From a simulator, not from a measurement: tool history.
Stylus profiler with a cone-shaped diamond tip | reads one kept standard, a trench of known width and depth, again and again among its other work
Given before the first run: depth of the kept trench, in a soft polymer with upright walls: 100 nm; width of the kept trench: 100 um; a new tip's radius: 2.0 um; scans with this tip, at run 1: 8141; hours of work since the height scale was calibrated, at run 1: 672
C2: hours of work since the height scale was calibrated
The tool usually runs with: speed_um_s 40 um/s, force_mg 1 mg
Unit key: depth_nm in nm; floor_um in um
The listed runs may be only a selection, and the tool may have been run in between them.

run 1 hour=0 | speed_um_s=40 force_mg=1 | scans_with_this_tip=8141 C2=672 | depth_nm=100.13 floor_um=98.07
run 2 hour=19.4 | speed_um_s=40 force_mg=1 | scans_with_this_tip=8304 C2=685 | depth_nm=100.14 floor_um=98.04
run 3 hour=40.2 | speed_um_s=40 force_mg=1 | scans_with_this_tip=8477 C2=700 | depth_nm=100.13 floor_um=98.02
run 4 hour=60.5 | speed_um_s=40 force_mg=1 | scans_with_this_tip=8648 C2=714 | depth_nm=100.15 floor_um=98
run 5 hour=81.8 | speed_um_s=40 force_mg=0.44 | scans_with_this_tip=8825 C2=728 | depth_nm=100.02 floor_um=97.94
run 6 hour=92.5 | speed_um_s=40 force_mg=1 | scans_with_this_tip=8915 C2=736 | depth_nm=100.15 floor_um=98.03
run 7 hour=105.7 | speed_um_s=40 force_mg=2.59 | scans_with_this_tip=9026 C2=745 | depth_nm=100.47 floor_um=97.99
run 8 hour=126.4 | speed_um_s=40 force_mg=2.59 | scans_with_this_tip=9199 C2=759 | depth_nm=100.47 floor_um=98.04
run 9 hour=146 | speed_um_s=40 force_mg=2.59 | scans_with_this_tip=9363 C2=773 | depth_nm=100.44 floor_um=98
run 10 hour=168.5 | speed_um_s=40 force_mg=2.45 | scans_with_this_tip=9552 C2=788 | depth_nm=100.46 floor_um=97.94
run 11 hour=178.7 | speed_um_s=40 force_mg=0.57 | scans_with_this_tip=9637 C2=795 | depth_nm=100.02 floor_um=97.81
run 12 hour=196.4 | speed_um_s=40 force_mg=2.54 | scans_with_this_tip=9785 C2=808 | depth_nm=100.46 floor_um=98
run 13 hour=220.9 | speed_um_s=11 force_mg=1 | scans_with_this_tip=9990 C2=825 | depth_nm=100.13 floor_um=98
run 14 hour=237.3 | speed_um_s=11 force_mg=1 | scans_with_this_tip=10127 C2=836 | depth_nm=100.15 floor_um=97.96
run 15 hour=260.6 | speed_um_s=11 force_mg=1 | scans_with_this_tip=10323 C2=852 | depth_nm=100.15 floor_um=98
run 16 hour=283.3 | speed_um_s=11 force_mg=1 | scans_with_this_tip=10513 C2=868 | depth_nm=100.14 floor_um=98.03
run 17 hour=299.5 | speed_um_s=11 force_mg=1 | scans_with_this_tip=10648 C2=879 | depth_nm=100.12 floor_um=98
run 18 hour=320.4 | speed_um_s=15 force_mg=0.92 | scans_with_this_tip=10824 C2=893 | depth_nm=100.13 floor_um=97.88
run 19 hour=343.8 | speed_um_s=15 force_mg=0.92 | scans_with_this_tip=11019 C2=910 | depth_nm=100.1 floor_um=97.94
run 20 hour=353.7 | speed_um_s=15 force_mg=0.92 | scans_with_this_tip=11103 C2=916 | depth_nm=100.07 floor_um=97.92
run 21 hour=378.1 | speed_um_s=15 force_mg=0.92 | scans_with_this_tip=11306 C2=933 | depth_nm=100.08 floor_um=97.93
run 22 hour=402.4 | speed_um_s=99 force_mg=0.78 | scans_with_this_tip=11510 C2=950 | depth_nm=100.03 floor_um=97.57
run 23 hour=414.2 | speed_um_s=121 force_mg=0.78 | scans_with_this_tip=11609 C2=958 | depth_nm=100.06 floor_um=97.54
run 24 hour=427.4 | speed_um_s=14 force_mg=1 | scans_with_this_tip=11719 C2=967 | depth_nm=100.06 floor_um=97.95
run 25 hour=443 | speed_um_s=40 force_mg=0.91 | scans_with_this_tip=11850 C2=978 | depth_nm=100.05 floor_um=97.79
-- hour=455.8 new tip fitted, height scale calibrated
run 26 hour=460.9 | speed_um_s=39 force_mg=0.48 | scans_with_this_tip=43 C2=4 | depth_nm=100.22 floor_um=98.56
run 27 hour=471.4 | speed_um_s=39 force_mg=0.48 | scans_with_this_tip=131 C2=11 | depth_nm=100.21 floor_um=98.59
run 28 hour=488.1 | speed_um_s=39 force_mg=0.48 | scans_with_this_tip=270 C2=22 | depth_nm=100.2 floor_um=98.55
run 29 hour=506.9 | speed_um_s=106 force_mg=1.04 | scans_with_this_tip=428 C2=35 | depth_nm=100.36 floor_um=98.38

Branching from run 29: 3 alternative next runs. What would each branch give?
run A hour=528.1 | speed_um_s=158 force_mg=2.2 | scans_with_this_tip=605 C2=50 | depth_nm=? floor_um=?
run B hour=528.1 | speed_um_s=31 force_mg=0.59 | scans_with_this_tip=605 C2=50 | depth_nm=? floor_um=?
run C hour=528.1 | speed_um_s=13 force_mg=0.54 | scans_with_this_tip=605 C2=50 | depth_nm=? floor_um=?

run=A depth_nm=100.63 floor_um=98.41
run=B depth_nm=100.21 floor_um=98.56
run=C depth_nm=100.23 floor_um=98.64
With no hidden state in the tool, these same runs would have given:
run=A depth_nm=100.64 floor_um=98.49
run=B depth_nm=100.22 floor_um=98.65
run=C depth_nm=100.24 floor_um=98.72
